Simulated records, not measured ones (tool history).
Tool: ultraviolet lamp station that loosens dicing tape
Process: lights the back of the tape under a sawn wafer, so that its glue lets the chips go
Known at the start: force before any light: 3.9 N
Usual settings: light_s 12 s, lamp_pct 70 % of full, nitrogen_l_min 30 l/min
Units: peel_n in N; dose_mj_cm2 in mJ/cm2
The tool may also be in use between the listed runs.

run 1 hour=0 | light_s=12 lamp_pct=70 nitrogen_l_min=30 | peel_n=0.783 dose_mj_cm2=373
run 2 hour=25 | light_s=12 lamp_pct=70 nitrogen_l_min=30 | peel_n=0.771 dose_mj_cm2=369
run 3 hour=41 | light_s=12 lamp_pct=70 nitrogen_l_min=11 | peel_n=1.269 dose_mj_cm2=361
run 4 hour=66.4 | light_s=12 lamp_pct=70 nitrogen_l_min=30 | peel_n=0.796 dose_mj_cm2=359
run 5 hour=78.9 | light_s=12 lamp_pct=70 nitrogen_l_min=30 | peel_n=0.81 dose_mj_cm2=359
run 6 hour=91.9 | light_s=12 lamp_pct=70 nitrogen_l_min=30 | peel_n=0.808 dose_mj_cm2=358
-- hour=93.7 window cleaned of glue's vapour
run 7 hour=113.4 | light_s=12 lamp_pct=70 nitrogen_l_min=22 | peel_n=0.973 dose_mj_cm2=347
run 8 hour=128.2 | light_s=9 lamp_pct=70 nitrogen_l_min=22 | peel_n=1.416 dose_mj_cm2=252
run 9 hour=140.9 | light_s=8 lamp_pct=81 nitrogen_l_min=28 | peel_n=1.255 dose_mj_cm2=265
run 10 hour=161.9 | light_s=12 lamp_pct=65 nitrogen_l_min=30 | peel_n=0.963 dose_mj_cm2=317
run 11 hour=179.5 | light_s=12 lamp_pct=66 nitrogen_l_min=30 | peel_n=0.968 dose_mj_cm2=320
-- hour=188.4 window cleaned of glue's vapour, once more
run 12 hour=209.8 | light_s=21 lamp_pct=100 nitrogen_l_min=26 | peel_n=0.185 dose_mj_cm2=975

Run 13 comes next. What will it give?
run 13 hour=221.9 | light_s=19 lamp_pct=100 nitrogen_l_min=25 | peel_n=? dose_mj_cm2=?

Run 13 gave peel_n 0.228 N, dose_mj_cm2 872 mJ/cm2.
Without the tool's hidden state the same run would have given peel_n 0.178 N, dose_mj_cm2 1125 mJ/cm2.

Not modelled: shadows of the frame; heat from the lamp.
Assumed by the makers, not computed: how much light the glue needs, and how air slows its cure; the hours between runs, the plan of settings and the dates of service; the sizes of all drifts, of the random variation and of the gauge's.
